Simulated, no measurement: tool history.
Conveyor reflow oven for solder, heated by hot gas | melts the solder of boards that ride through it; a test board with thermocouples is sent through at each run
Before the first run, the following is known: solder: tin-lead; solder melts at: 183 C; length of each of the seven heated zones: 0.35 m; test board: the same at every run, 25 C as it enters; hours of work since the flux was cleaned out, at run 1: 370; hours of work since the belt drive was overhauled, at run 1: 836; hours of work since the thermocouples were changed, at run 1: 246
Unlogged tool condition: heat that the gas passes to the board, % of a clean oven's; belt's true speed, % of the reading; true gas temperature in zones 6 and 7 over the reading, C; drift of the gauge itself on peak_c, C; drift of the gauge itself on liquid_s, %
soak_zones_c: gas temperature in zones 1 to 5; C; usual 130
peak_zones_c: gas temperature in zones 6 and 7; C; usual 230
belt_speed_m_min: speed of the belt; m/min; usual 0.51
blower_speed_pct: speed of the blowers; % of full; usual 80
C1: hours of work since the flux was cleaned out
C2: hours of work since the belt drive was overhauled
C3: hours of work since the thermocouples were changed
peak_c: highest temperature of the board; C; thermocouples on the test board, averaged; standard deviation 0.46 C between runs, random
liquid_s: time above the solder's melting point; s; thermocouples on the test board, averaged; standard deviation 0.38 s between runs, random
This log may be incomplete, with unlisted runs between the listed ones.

run 1 hour=0 | soak_zones_c=130 peak_zones_c=230 belt_speed_m_min=0.51 blower_speed_pct=80 | C1=370 C2=836 C3=246 | peak_c=215.9 liquid_s=59.7
run 2 hour=54.1 | soak_zones_c=130 peak_zones_c=230 belt_speed_m_min=0.51 blower_speed_pct=80 | C1=405 C2=871 C3=282 | peak_c=215.1 liquid_s=58.8
run 3 hour=122.4 | soak_zones_c=130 peak_zones_c=230 belt_speed_m_min=0.51 blower_speed_pct=80 | C1=449 C2=916 C3=326 | peak_c=215.9 liquid_s=59.6
-- hour=166.9 flux residue cleaned out of gas plates and filters
run 4 hour=189.7 | soak_zones_c=130 peak_zones_c=230 belt_speed_m_min=0.51 blower_speed_pct=80 | C1=15 C2=956 C3=366 | peak_c=216.8 liquid_s=61.8
run 5 hour=265.5 | soak_zones_c=130 peak_zones_c=230 belt_speed_m_min=0.51 blower_speed_pct=80 | C1=64 C2=1005 C3=416 | peak_c=216.8 liquid_s=60.6
-- hour=326.5 belt drive overhauled, speed set with a stopwatch
run 6 hour=328.5 | soak_zones_c=130 peak_zones_c=230 belt_speed_m_min=0.51 blower_speed_pct=80 | C1=102 C2=1 C3=454 | peak_c=215.1 liquid_s=58.2
run 7 hour=390.9 | soak_zones_c=130 peak_zones_c=230 belt_speed_m_min=0.51 blower_speed_pct=80 | C1=143 C2=42 C3=494 | peak_c=215.2 liquid_s=58.3
run 8 hour=444.9 | soak_zones_c=130 peak_zones_c=230 belt_speed_m_min=0.51 blower_speed_pct=80 | C1=178 C2=77 C3=529 | peak_c=214.9 liquid_s=57.5
run 9 hour=534.9 | soak_zones_c=130 peak_zones_c=230 belt_speed_m_min=0.51 blower_speed_pct=80 | C1=236 C2=135 C3=588 | peak_c=214.4 liquid_s=58.6
run 10 hour=626.8 | soak_zones_c=130 peak_zones_c=230 belt_speed_m_min=0.51 blower_speed_pct=80 | C1=296 C2=195 C3=647 | peak_c=213.2 liquid_s=57.2
run 11 hour=708.2 | soak_zones_c=136 peak_zones_c=230 belt_speed_m_min=0.493 blower_speed_pct=80 | C1=349 C2=248 C3=700 | peak_c=215.5 liquid_s=63
run 12 hour=756.3 | soak_zones_c=132 peak_zones_c=231 belt_speed_m_min=0.493 blower_speed_pct=80 | C1=380 C2=279 C3=731 | peak_c=216.2 liquid_s=61.7
run 13 hour=827.8 | soak_zones_c=130 peak_zones_c=244 belt_speed_m_min=0.51 blower_speed_pct=71 | C1=426 C2=325 C3=778 | peak_c=224.3 liquid_s=65
-- hour=884.1 thermocouples of zones 6 and 7 changed
-- hour=910.2 flux residue cleaned out of gas plates and filters
run 14 hour=918.1 | soak_zones_c=130 peak_zones_c=244 belt_speed_m_min=0.51 blower_speed_pct=71 | C1=5 C2=379 C3=19 | peak_c=228.6 liquid_s=67.9
run 15 hour=979.6 | soak_zones_c=130 peak_zones_c=224 belt_speed_m_min=0.51 blower_speed_pct=80 | C1=45 C2=419 C3=59 | peak_c=210.8 liquid_s=55.8
run 16 hour=1035.9 | soak_zones_c=118 peak_zones_c=224 belt_speed_m_min=0.51 blower_speed_pct=80 | C1=82 C2=456 C3=95 | peak_c=209 liquid_s=50
run 17 hour=1105.9 | soak_zones_c=143 peak_zones_c=234 belt_speed_m_min=0.452 blower_speed_pct=80 | C1=127 C2=501 C3=141 | peak_c=225.2 liquid_s=80.9

4 options for the next run, each taken on its own from the tool as it stands now. Forecast them:
run A hour=1174.8 | soak_zones_c=133 peak_zones_c=230 belt_speed_m_min=0.536 blower_speed_pct=81 | C1=172 C2=546 C3=185 | peak_c=? liquid_s=?
run B hour=1174.8 | soak_zones_c=130 peak_zones_c=222 belt_speed_m_min=0.51 blower_speed_pct=80 | C1=172 C2=546 C3=185 | peak_c=? liquid_s=?
run C hour=1174.8 | soak_zones_c=135 peak_zones_c=230 belt_speed_m_min=0.466 blower_speed_pct=80 | C1=172 C2=546 C3=185 | peak_c=? liquid_s=?
run D hour=1174.8 | soak_zones_c=143 peak_zones_c=220 belt_speed_m_min=0.484 blower_speed_pct=63 | C1=172 C2=546 C3=185 | peak_c=? liquid_s=?

run=A peak_c=215.4 liquid_s=56.7
run=B peak_c=208.2 liquid_s=53
run=C peak_c=219.6 liquid_s=71.1
run=D peak_c=207.5 liquid_s=59.2
The same runs, with their run-to-run variation unchanged, on a tool lacking any hidden condition would have given:
run=A peak_c=216.6 liquid_s=57
run=B peak_c=209.3 liquid_s=53.6
run=C peak_c=220.6 liquid_s=71.1
run=D peak_c=208.4 liquid_s=59.6
